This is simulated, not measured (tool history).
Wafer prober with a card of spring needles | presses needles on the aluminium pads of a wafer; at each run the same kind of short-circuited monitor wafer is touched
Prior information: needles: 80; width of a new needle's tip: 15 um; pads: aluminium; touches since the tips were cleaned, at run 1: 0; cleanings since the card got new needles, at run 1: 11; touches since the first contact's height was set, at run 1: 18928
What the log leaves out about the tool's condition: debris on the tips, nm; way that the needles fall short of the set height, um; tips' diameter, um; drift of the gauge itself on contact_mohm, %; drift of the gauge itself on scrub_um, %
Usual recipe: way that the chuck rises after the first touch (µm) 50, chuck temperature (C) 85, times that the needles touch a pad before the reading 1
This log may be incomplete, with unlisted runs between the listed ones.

run,hour,way that the chuck rises after the first touch (µm),chuck temperature (C),times that the needles touch a pad before the reading,touches since the tips were cleaned,cleanings since the card got new needles,touches since the first contact's height was set,resistance of one needle with its contact and lead (mohm),way that a needle slides on the pad (µm)
1,0,50,85,1,0,11,18928,229,8.884
2,11.1,50,85,1,1693,11,20621,231,8.884
3,22.1,50,85,1,3366,11,22294,230,8.881
4,37.6,50,85,1,5737,11,24665,230,8.87
# hour 50.1: tips cleaned on abrasive film
5,51,50,85,1,141,12,26700,229,8.886
6,68.4,37,85,1,2798,12,29357,237,6.574
7,85.2,37,85,1,5353,12,31912,247,6.566
8,96,33,85,1,7012,12,33571,250,5.858
# hour 99.7: tips cleaned on abrasive film
9,108.9,33,85,1,1401,13,35514,243,5.861
10,125.8,67,85,1,3987,13,38100,217,11.892
11,137.8,52,85,1,5816,13,39929,229,9.234
# hour 149.5: tips cleaned on abrasive film
12,154.9,52,85,1,833,14,42528,225,9.238
13,170,40,85,1,3132,14,44827,237,7.105
14,177.2,65,85,1,4231,14,45926,223,11.554
15,194.5,65,85,1,6874,14,48569,218,11.554
# hour 199.4: tips cleaned on abrasive film
16,204.2,65,85,1,730,15,50030,223,11.546
17,216.2,50,85,1,2559,15,51859,232,8.881
18,226.1,50,85,1,4074,15,53374,233,8.874
19,242.6,50,85,1,6588,15,55888,228,8.881
# hour 249.7: tips cleaned on abrasive film
20,254.1,50,85,2,677,16,57634,231,8.887
21,266.5,37,32,1,2576,16,59533,227,6.571
22,277.7,37,60,2,4286,16,61243,236,6.58
23,288.6,50,97,2,5948,16,62905,232,8.881
# hour 299.9: tips cleaned on abrasive film
24,302.8,40,53,2,457,17,65060,227,7.098
25,317.4,36,125,2,2674,17,67277,250,6.407
26,333.4,36,125,2,5122,17,69725,252,6.395
27,343.7,50,74,1,6696,17,71299,224,8.879
# hour 349.6: tips cleaned on abrasive film
28,358.1,31,39,2,1285,18,73474,232,5.502
29,372.6,58,53,1,3501,18,75690,218,10.305
30,386.9,50,85,1,5681,18,77870,227,8.872
31,394.8,68,96,2,6898,18,79087,220,12.073
# hour 399: height of the first contact set anew
# hour 400.1: tips cleaned on abrasive film
32,405.8,69,60,2,871,19,1022,215,12.25
33,419.6,69,60,2,2985,19,3136,213,12.267
34,433.1,56,85,1,5037,19,5188,223,9.94
35,447.6,55,63,1,7248,19,7399,223,9.755

4 ways to go on from here, each from the tool as it stands after run 35. What would each give?
# hour 450.9: tips cleaned on abrasive film
A,462.1,39,43,2,1710,20,9606,?,?
# hour 450.9: tips cleaned on abrasive film
B,462.1,47,26,1,1710,20,9606,?,?
# hour 450.9: tips cleaned on abrasive film
C,462.1,50,108,2,1710,20,9606,?,?
# hour 450.9: tips cleaned on abrasive film
D,462.1,40,30,2,1710,20,9606,?,?

run,resistance of one needle with its contact and lead (mohm),way that a needle slides on the pad (µm)
A,225,6.924
B,214,8.345
C,237,8.875
D,216,7.119
Without the tool's unlogged condition, the same runs would have read:
run,resistance of one needle with its contact and lead (mohm),way that a needle slides on the pad (µm)
A,225,6.924
B,213,8.345
C,237,8.875
D,216,7.119

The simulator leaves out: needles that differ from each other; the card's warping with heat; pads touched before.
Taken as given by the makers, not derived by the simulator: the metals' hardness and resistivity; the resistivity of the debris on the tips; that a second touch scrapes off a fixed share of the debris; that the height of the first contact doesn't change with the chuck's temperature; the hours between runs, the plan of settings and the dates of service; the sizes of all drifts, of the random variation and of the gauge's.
